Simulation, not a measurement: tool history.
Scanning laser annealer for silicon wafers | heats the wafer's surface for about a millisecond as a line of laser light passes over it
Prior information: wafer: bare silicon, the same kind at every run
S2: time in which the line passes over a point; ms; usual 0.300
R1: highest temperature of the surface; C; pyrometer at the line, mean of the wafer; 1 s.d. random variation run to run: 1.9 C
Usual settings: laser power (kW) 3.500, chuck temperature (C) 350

run 1 hour=0.0 | laser_power_(kW)=3.500 S2=0.300 chuck_temperature_(C)=350 | R1=1162
run 2 hour=44.1 | laser_power_(kW)=3.500 S2=0.300 chuck_temperature_(C)=350 | R1=1163
run 3 hour=92.1 | laser_power_(kW)=3.500 S2=0.300 chuck_temperature_(C)=322 | R1=1136
run 4 hour=125.2 | laser_power_(kW)=3.500 S2=0.300 chuck_temperature_(C)=322 | R1=1133
run 5 hour=158.1 | laser_power_(kW)=3.500 S2=0.300 chuck_temperature_(C)=322 | R1=1133
run 6 hour=206.5 | laser_power_(kW)=3.500 S2=0.300 chuck_temperature_(C)=313 | R1=1124
run 7 hour=230.8 | laser_power_(kW)=3.500 S2=0.300 chuck_temperature_(C)=350 | R1=1159
run 8 hour=259.8 | laser_power_(kW)=3.500 S2=0.300 chuck_temperature_(C)=350 | R1=1158
run 9 hour=307.1 | laser_power_(kW)=3.500 S2=0.300 chuck_temperature_(C)=350 | R1=1161
run 10 hour=329.8 | laser_power_(kW)=3.500 S2=0.300 chuck_temperature_(C)=350 | R1=1162
run 11 hour=365.5 | laser_power_(kW)=3.500 S2=0.300 chuck_temperature_(C)=350 | R1=1162
run 12 hour=397.0 | laser_power_(kW)=3.500 S2=0.300 chuck_temperature_(C)=350 | R1=1156
run 13 hour=438.0 | laser_power_(kW)=3.500 S2=0.300 chuck_temperature_(C)=350 | R1=1161
run 14 hour=478.3 | laser_power_(kW)=3.634 S2=0.300 chuck_temperature_(C)=350 | R1=1194
run 15 hour=504.2 | laser_power_(kW)=3.634 S2=0.300 chuck_temperature_(C)=350 | R1=1197
run 16 hour=550.6 | laser_power_(kW)=3.634 S2=0.300 chuck_temperature_(C)=350 | R1=1197
run 17 hour=599.3 | laser_power_(kW)=3.500 S2=0.300 chuck_temperature_(C)=329 | R1=1139
run 18 hour=620.6 | laser_power_(kW)=3.500 S2=0.300 chuck_temperature_(C)=329 | R1=1140
run 19 hour=645.3 | laser_power_(kW)=3.841 S2=0.241 chuck_temperature_(C)=318 | R1=1140
run 20 hour=681.4 | laser_power_(kW)=3.841 S2=0.241 chuck_temperature_(C)=318 | R1=1141
run 21 hour=728.5 | laser_power_(kW)=3.461 S2=0.241 chuck_temperature_(C)=314 | R1=1040
run 22 hour=778.2 | laser_power_(kW)=3.461 S2=0.241 chuck_temperature_(C)=314 | R1=1040
run 23 hour=816.9 | laser_power_(kW)=3.461 S2=0.327 chuck_temperature_(C)=337 | R1=1170
run 24 hour=850.1 | laser_power_(kW)=3.567 S2=0.373 chuck_temperature_(C)=337 | R1=1251
run 25 hour=886.2 | laser_power_(kW)=3.651 S2=0.373 chuck_temperature_(C)=337 | R1=1277
run 26 hour=921.2 | laser_power_(kW)=3.651 S2=0.373 chuck_temperature_(C)=337 | R1=1275
run 27 hour=943.2 | laser_power_(kW)=3.500 S2=0.300 chuck_temperature_(C)=314 | R1=1125
run 28 hour=992.8 | laser_power_(kW)=3.168 S2=0.300 chuck_temperature_(C)=314 | R1=1035
-- hour=1030.8 window over the wafer cleaned
run 29 hour=1030.8 | laser_power_(kW)=3.168 S2=0.300 chuck_temperature_(C)=314 | R1=1036
run 30 hour=1070.5 | laser_power_(kW)=3.839 S2=0.261 chuck_temperature_(C)=338 | R1=1187
run 31 hour=1107.2 | laser_power_(kW)=3.839 S2=0.261 chuck_temperature_(C)=338 | R1=1187
-- hour=1121.4 optics aligned, line set to its width
run 32 hour=1150.3 | laser_power_(kW)=3.571 S2=0.249 chuck_temperature_(C)=389 | R1=1154
run 33 hour=1172.0 | laser_power_(kW)=3.500 S2=0.224 chuck_temperature_(C)=346 | R1=1058

Each row is a separate what-if for the run after 33, all from the same tool condition, not one after another. Results?
run A hour=1217.8 | laser_power_(kW)=3.500 S2=0.375 chuck_temperature_(C)=350 | R1=?
run B hour=1217.8 | laser_power_(kW)=3.500 S2=0.300 chuck_temperature_(C)=373 | R1=?
run C hour=1217.8 | laser_power_(kW)=3.500 S2=0.375 chuck_temperature_(C)=350 | R1=?
run D hour=1217.8 | laser_power_(kW)=3.455 S2=0.253 chuck_temperature_(C)=372 | R1=?
run E hour=1217.8 | laser_power_(kW)=3.787 S2=0.224 chuck_temperature_(C)=346 | R1=?

run=A R1=1247
run=B R1=1180
run=C R1=1247
run=D R1=1114
run=E R1=1128
The same runs, with their run-to-run variation unchanged, on a tool lacking any hidden condition would have given:
run=A R1=1247
run=B R1=1181
run=C R1=1248
run=D R1=1114
run=E R1=1128
